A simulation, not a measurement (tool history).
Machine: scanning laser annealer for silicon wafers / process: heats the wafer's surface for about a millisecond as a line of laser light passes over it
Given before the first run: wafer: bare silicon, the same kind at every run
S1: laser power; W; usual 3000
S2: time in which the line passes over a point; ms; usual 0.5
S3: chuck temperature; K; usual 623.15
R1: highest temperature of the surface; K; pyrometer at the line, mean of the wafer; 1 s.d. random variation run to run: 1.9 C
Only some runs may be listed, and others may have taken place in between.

Run 1, hour 0: usual settings. Result: R1 1351.15 K.
Run 2, hour 13: usual settings. Result: R1 1345.15 K.
Run 3, hour 23.7: usual settings but S1 2744 W. Result: R1 1262.15 K.
Run 4, hour 41.9: usual settings but S3 610.15 K. Result: R1 1337.15 K.
Run 5, hour 52.6: usual settings but S3 610.15 K. Result: R1 1332.15 K.
Run 6, hour 61.3: usual settings but S2 0.394 ms, S3 610.15 K. Result: R1 1256.15 K.
Run 7, hour 74.7: usual settings. Result: R1 1348.15 K.
Run 8, hour 88.3: usual settings but S1 2778 W. Result: R1 1276.15 K.
Run 9, hour 105.2: usual settings but S1 2778 W. Result: R1 1276.15 K.
Run 10, hour 116.4: usual settings but S1 2778 W. Result: R1 1280.15 K.
Run 11, hour 133.6: usual settings but S1 2778 W. Result: R1 1276.15 K.
Run 12, hour 150.7: usual settings but S1 2932 W, S2 0.49 ms, S3 608.15 K. Result: R1 1303.15 K.
Run 13, hour 161.4: usual settings but S1 2932 W, S2 0.555 ms, S3 608.15 K. Result: R1 1347.15 K.
Run 14, hour 173.1: usual settings but S1 3056 W, S2 0.383 ms, S3 659.15 K. Result: R1 1306.15 K.
Run 15, hour 182.6: usual settings but S1 3242 W, S3 610.15 K. Result: R1 1409.15 K.
Run 16, hour 199.4: usual settings but S1 3242 W, S3 610.15 K. Result: R1 1408.15 K.
Run 17, hour 216.3: usual settings but S1 3003 W, S2 0.462 ms, S3 658.15 K. Result: R1 1353.15 K.
Run 18, hour 224.8: usual settings but S1 3003 W, S2 0.462 ms, S3 658.15 K. Result: R1 1351.15 K.
Run 19, hour 240.2: usual settings but S1 2764 W. Result: R1 1269.15 K.
Run 20, hour 253.9: usual settings but S1 2764 W. Result: R1 1265.15 K.
Run 21, hour 271.8: usual settings but S1 3175 W, S3 601.15 K. Result: R1 1378.15 K.

What if the next run were any one of these 4? Each begins from the tool's condition after run 21:
Run A, hour 283.6: usual settings but S1 3221 W, S2 0.496 ms, S3 635.15 K. Result: R1 ?.
Run B, hour 283.6: usual settings but S2 0.475 ms. Result: R1 ?.
Run C, hour 283.6: usual settings but S1 2599 W, S3 615.15 K. Result: R1 ?.
Run D, hour 283.6: usual settings but S1 2560 W, S3 604.15 K. Result: R1 ?.

run       R1
  A  1425.15
  B  1324.15
  C  1210.15
  D  1186.15
Stripped of hidden state, with their random variation kept, the same runs would have yielded:
run       R1
  A  1441.15
  B  1338.15
  C  1222.15
  D  1197.15

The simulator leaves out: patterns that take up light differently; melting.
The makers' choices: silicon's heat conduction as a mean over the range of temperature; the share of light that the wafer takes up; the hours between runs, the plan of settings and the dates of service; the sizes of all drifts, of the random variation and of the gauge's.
